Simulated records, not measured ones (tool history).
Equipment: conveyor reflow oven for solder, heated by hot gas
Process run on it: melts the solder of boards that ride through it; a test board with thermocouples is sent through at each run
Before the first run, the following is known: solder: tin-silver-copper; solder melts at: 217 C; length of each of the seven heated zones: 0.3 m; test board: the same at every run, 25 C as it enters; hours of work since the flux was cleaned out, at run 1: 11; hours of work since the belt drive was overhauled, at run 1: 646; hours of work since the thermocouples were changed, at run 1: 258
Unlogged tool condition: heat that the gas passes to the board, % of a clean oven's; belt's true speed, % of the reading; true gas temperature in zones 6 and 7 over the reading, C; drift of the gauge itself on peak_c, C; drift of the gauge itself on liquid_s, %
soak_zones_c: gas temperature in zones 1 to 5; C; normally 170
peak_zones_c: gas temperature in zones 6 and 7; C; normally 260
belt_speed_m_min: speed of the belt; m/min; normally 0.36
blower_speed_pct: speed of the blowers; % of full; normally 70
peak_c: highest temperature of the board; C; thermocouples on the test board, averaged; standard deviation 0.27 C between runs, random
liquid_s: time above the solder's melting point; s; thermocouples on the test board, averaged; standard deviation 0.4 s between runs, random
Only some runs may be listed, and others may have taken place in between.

run	hour	soak_zones_c	peak_zones_c	belt_speed_m_min	blower_speed_pct	hours of work since the flux was cleaned out	hours of work since the belt drive was overhauled	hours of work since the thermocouples were changed	peak_c	liquid_s
1	0	170	260	0.36	70	11	646	258	247.1	70.1
2	16.5	170	260	0.36	70	20	655	267	246.4	70.3
3	42.4	170	260	0.36	70	34	669	281	246.5	69.5
4	63.2	170	260	0.36	70	45	680	292	246.8	70.1
5	87.3	170	273	0.36	70	59	694	306	258.3	80
6	119.7	170	273	0.305	70	76	711	323	262.7	99.9
7	146.1	170	273	0.305	70	91	726	338	262.3	100.7
8	174.3	170	273	0.305	70	106	741	353	262	100.4
9	188	170	273	0.305	70	114	749	361	262.1	99.5
10	211.6	170	273	0.305	70	127	762	374	262.6	99.4
11	225.3	170	260	0.312	70	134	769	381	249.5	86.3
12	247.6	170	260	0.312	70	147	782	394	249.6	85.6
13	263.1	170	260	0.312	70	155	790	402	249.8	85.3
14	279.8	170	260	0.312	70	164	799	411	249.4	85.2
15	303.6	175	260	0.312	70	177	812	424	249.5	89
16	319.1	170	270	0.298	70	186	821	433	259.2	100.6
# hour 327.1: flux residue cleaned out of gas plates and filters
17	355	175	270	0.298	70	15	838	450	259.7	103
18	370.2	170	260	0.398	70	24	846	458	241	54.8
19	396.1	170	260	0.429	70	38	860	472	238.6	47.1
20	421	170	252	0.408	58	52	874	486	230.1	35
21	443.2	170	252	0.408	58	64	886	498	229.8	35
22	456.7	171	260	0.36	72	71	894	506	244.6	66.9
23	477.3	171	260	0.36	72	82	905	517	244.6	67.1
24	496.9	171	260	0.36	72	93	916	528	244.7	67.2
# hour 520.2: flux residue cleaned out of gas plates and filters, once more
25	526.7	171	260	0.412	72	4	929	541	243.3	57.8
26	551.6	171	260	0.412	72	17	943	555	243	56.9
27	572.5	183	263	0.309	53	29	954	567	251.5	95.5
28	592.4	174	248	0.314	53	40	965	577	235.7	66.9
29	620.6	180	268	0.403	63	55	981	593	249.9	68.1

Below are 3 alternative next runs, each starting from the tool's condition after run 29. Predict each:
A	650.4	173	255	0.426	70	71	997	609	?	?
B	650.4	178	268	0.293	63	71	997	609	?	?
C	650.4	170	253	0.334	70	71	997	609	?	?

run	peak_c	liquid_s
A	237	47.8
B	257.9	105.5
C	241.2	71.2
Stripped of hidden state, with their random variation kept, the same runs would have yielded:
run	peak_c	liquid_s
A	238	48.1
B	259	104.1
C	242.3	71.1
